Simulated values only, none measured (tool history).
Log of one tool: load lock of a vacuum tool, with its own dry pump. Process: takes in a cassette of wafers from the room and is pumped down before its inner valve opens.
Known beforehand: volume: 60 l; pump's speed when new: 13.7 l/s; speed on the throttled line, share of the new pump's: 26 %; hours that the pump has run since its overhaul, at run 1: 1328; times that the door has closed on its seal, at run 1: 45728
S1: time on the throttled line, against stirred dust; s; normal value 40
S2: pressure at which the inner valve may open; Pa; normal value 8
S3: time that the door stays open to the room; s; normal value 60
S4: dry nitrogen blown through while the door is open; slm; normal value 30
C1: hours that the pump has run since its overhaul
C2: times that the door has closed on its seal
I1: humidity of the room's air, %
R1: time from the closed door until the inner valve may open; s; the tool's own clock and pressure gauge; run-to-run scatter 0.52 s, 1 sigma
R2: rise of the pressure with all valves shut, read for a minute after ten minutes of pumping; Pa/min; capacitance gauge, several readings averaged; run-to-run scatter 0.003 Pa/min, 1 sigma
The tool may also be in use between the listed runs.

Run 1, hour 0.0: usual settings; C1 1328; C2 45728; I1 43.1. Result: R1 70.8 s, R2 0.021 Pa/min.
Run 2, hour 280.9: usual settings; C1 1609; C2 46445; I1 47.5. Result: R1 70.2 s, R2 0.023 Pa/min.
Run 3, hour 646.7: usual settings; C1 1975; C2 47379; I1 46.0. Result: R1 70.9 s, R2 0.023 Pa/min.
Run 4, hour 926.6: usual settings but S2 14 Pa; C1 2255; C2 48093; I1 44.0. Result: R1 68.2 s, R2 0.026 Pa/min.
Run 5, hour 1228.1: usual settings but S2 14 Pa; C1 2556; C2 48863; I1 44.9. Result: R1 68.3 s, R2 0.025 Pa/min.
Run 6, hour 1630.1: usual settings but S2 14 Pa; C1 2958; C2 49889; I1 45.7. Result: R1 68.4 s, R2 0.024 Pa/min.
Run 7, hour 2125.1: usual settings but S3 112 s; C1 3453; C2 51152; I1 43.4. Result: R1 70.6 s, R2 0.039 Pa/min.
Run 8, hour 2753.2: usual settings but S3 112 s; C1 4081; C2 52756; I1 40.0. Result: R1 69.9 s, R2 0.037 Pa/min.
Run 9, hour 3375.0: usual settings but S3 112 s; C1 4703; C2 54343; I1 43.5. Result: R1 70.6 s, R2 0.033 Pa/min.
Run 10, hour 3704.4: usual settings but S4 26 slm; C1 5032; C2 55183; I1 41.8. Result: R1 72.2 s, R2 0.023 Pa/min.
Run 11, hour 4249.4: usual settings but S4 38 slm; C1 5577; C2 56574; I1 46.2. Result: R1 71.2 s, R2 0.021 Pa/min.
Run 12, hour 4546.1: usual settings but S4 38 slm; C1 5874; C2 57332; I1 42.5. Result: R1 70.9 s, R2 0.021 Pa/min.
Run 13, hour 5004.5: usual settings but S4 5 slm; C1 6333; C2 58502; I1 43.7. Result: R1 71.4 s, R2 0.048 Pa/min.
Run 14, hour 5521.8: usual settings but S1 44 s, S3 42 s, S4 4 slm; C1 6850; C2 59822; I1 45.9. Result: R1 75.3 s, R2 0.041 Pa/min.
Run 15, hour 6002.3: usual settings but S1 44 s, S3 42 s, S4 28 slm; C1 7330; C2 61049; I1 45.3. Result: R1 74.0 s, R2 0.018 Pa/min.
Run 16, hour 6438.8: usual settings but S1 44 s, S3 42 s, S4 28 slm; C1 7767; C2 62163; I1 45.1. Result: R1 73.3 s, R2 0.019 Pa/min.
Run 17, hour 6946.2: usual settings but S1 27 s, S3 132 s; C1 8274; C2 63458; I1 46.6. Result: R1 61.2 s, R2 0.049 Pa/min.
Run 18, hour 7456.1: usual settings but S3 74 s, S4 11 slm; C1 8784; C2 64759; I1 46.9. Result: R1 70.4 s, R2 0.053 Pa/min.
Run 19, hour 7954.6: usual settings but S3 74 s, S4 11 slm; C1 9283; C2 66032; I1 44.2. Result: R1 71.5 s, R2 0.045 Pa/min.
Run 20, hour 8357.9: usual settings but S2 6 Pa, S4 44 slm; C1 9686; C2 67061; I1 42.9. Result: R1 73.6 s, R2 0.016 Pa/min.
At hour 8761.5: door's seal changed, seat wiped.
Run 21, hour 8826.0: usual settings but S2 10 Pa; C1 10153; C2 165; I1 43.2. Result: R1 69.9 s, R2 0.021 Pa/min.
Run 22, hour 9174.2: usual settings but S2 15 Pa, S4 11 slm; C1 10501; C2 1054; I1 43.1. Result: R1 67.5 s, R2 0.036 Pa/min.
Run 23, hour 9651.8: usual settings but S2 15 Pa, S4 14 slm; C1 10978; C2 2273; I1 48.2. Result: R1 68.9 s, R2 0.035 Pa/min.
Run 24, hour 10150.3: usual settings but S2 15 Pa, S4 14 slm; C1 11477; C2 3545; I1 45.3. Result: R1 68.4 s, R2 0.032 Pa/min.
Run 25, hour 10573.0: usual settings but S1 44 s, S2 6 Pa, S3 29 s; C1 11899; C2 4624; I1 45.9. Result: R1 75.4 s, R2 0.017 Pa/min.
Run 26, hour 11012.8: usual settings but S1 31 s, S3 192 s; C1 12339; C2 5747; I1 45.2. Result: R1 65.5 s, R2 0.060 Pa/min.

Forecast each of these 4 alternatives for the next run:
Run A, hour 11338.6: usual settings but S3 58 s, S4 25 slm; C1 12665; C2 6578; I1 42.5. Result: R1 ?, R2 ?.
Run B, hour 11338.6: usual settings but S1 62 s, S2 6 Pa, S3 192 s, S4 7 slm; C1 12665; C2 6578; I1 47.6. Result: R1 ?, R2 ?.
Run C, hour 11338.6: usual settings but S2 14 Pa; C1 12665; C2 6578; I1 46.6. Result: R1 ?, R2 ?.
Run D, hour 11338.6: usual settings but S1 28 s, S2 9 Pa, S3 192 s; C1 12665; C2 6578; I1 42.9. Result: R1 ?, R2 ?.

run    R1     R2
  A  71.5  0.022
  B  89.1  0.106
  C  68.4  0.026
  D  61.6  0.053
With no hidden state in the tool, these same runs would have given:
run    R1     R2
  A  71.4  0.022
  B  89.1  0.106
  C  68.4  0.026
  D  61.5  0.053
